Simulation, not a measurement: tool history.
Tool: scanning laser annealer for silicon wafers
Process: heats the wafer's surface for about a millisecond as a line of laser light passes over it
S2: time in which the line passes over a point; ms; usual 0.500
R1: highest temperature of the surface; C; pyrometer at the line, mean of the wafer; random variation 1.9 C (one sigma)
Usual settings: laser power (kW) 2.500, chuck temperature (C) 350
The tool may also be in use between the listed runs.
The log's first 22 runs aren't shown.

{"run": 23, "hour": 303.0, "laser power (kW)": 2.53, "S2": 0.478, "chuck temperature (C)": 376, "R1": 1068}
{"run": 24, "hour": 314.5, "laser power (kW)": 2.287, "S2": 0.611, "chuck temperature (C)": 350, "R1": 1043}
{"run": 25, "hour": 323.1, "laser power (kW)": 2.435, "S2": 0.367, "chuck temperature (C)": 320, "R1": 892}
{"run": 26, "hour": 333.5, "laser power (kW)": 2.177, "S2": 0.57, "chuck temperature (C)": 350, "R1": 979}
{"run": 27, "hour": 343.1, "laser power (kW)": 2.177, "S2": 0.57, "chuck temperature (C)": 350, "R1": 984}
{"run": 28, "hour": 360.3, "laser power (kW)": 2.512, "S2": 0.488, "chuck temperature (C)": 350, "R1": 1036}
{"run": 29, "hour": 373.3, "laser power (kW)": 2.728, "S2": 0.5, "chuck temperature (C)": 310, "R1": 1080}
{"run": 30, "hour": 387.3, "laser power (kW)": 2.638, "S2": 0.444, "chuck temperature (C)": 372, "R1": 1063}
{"run": 31, "hour": 403.1, "laser power (kW)": 2.5, "S2": 0.518, "chuck temperature (C)": 355, "R1": 1058}
{"run": 32, "hour": 411.9, "laser power (kW)": 2.5, "S2": 0.518, "chuck temperature (C)": 355, "R1": 1060}
{"run": 33, "hour": 425.4, "laser power (kW)": 2.5, "S2": 0.489, "chuck temperature (C)": 311, "R1": 992}
{"run": 34, "hour": 440.0, "laser power (kW)": 2.489, "S2": 0.489, "chuck temperature (C)": 313, "R1": 992}
{"run": 35, "hour": 458.0, "laser power (kW)": 2.178, "S2": 0.612, "chuck temperature (C)": 350, "R1": 1001}
{"run": 36, "hour": 475.6, "laser power (kW)": 2.746, "S2": 0.49, "chuck temperature (C)": 312, "R1": 1072}
{"run": 37, "hour": 492.0, "laser power (kW)": 2.746, "S2": 0.49, "chuck temperature (C)": 312, "R1": 1070}
{"hour": 497.4, "done": "window over the wafer cleaned"}
{"run": 38, "hour": 510.0, "laser power (kW)": 2.67, "S2": 0.5, "chuck temperature (C)": 314, "R1": 1113}
{"run": 39, "hour": 524.5, "laser power (kW)": 2.295, "S2": 0.5, "chuck temperature (C)": 314, "R1": 982}
{"run": 40, "hour": 542.2, "laser power (kW)": 2.139, "S2": 0.5, "chuck temperature (C)": 341, "R1": 955}

Forecast each of these 3 alternatives for the next run:
{"run": "A", "hour": 550.4, "laser power (kW)": 2.139, "S2": 0.468, "chuck temperature (C)": 341, "R1": "?"}
{"run": "B", "hour": 550.4, "laser power (kW)": 2.606, "S2": 0.401, "chuck temperature (C)": 342, "R1": "?"}
{"run": "C", "hour": 550.4, "laser power (kW)": 2.5, "S2": 0.603, "chuck temperature (C)": 322, "R1": "?"}

run=A R1=934
run=B R1=1031
run=C R1=1134
Without the tool's hidden state the same runs would have given:
run=A R1=951
run=B R1=1052
run=C R1=1159
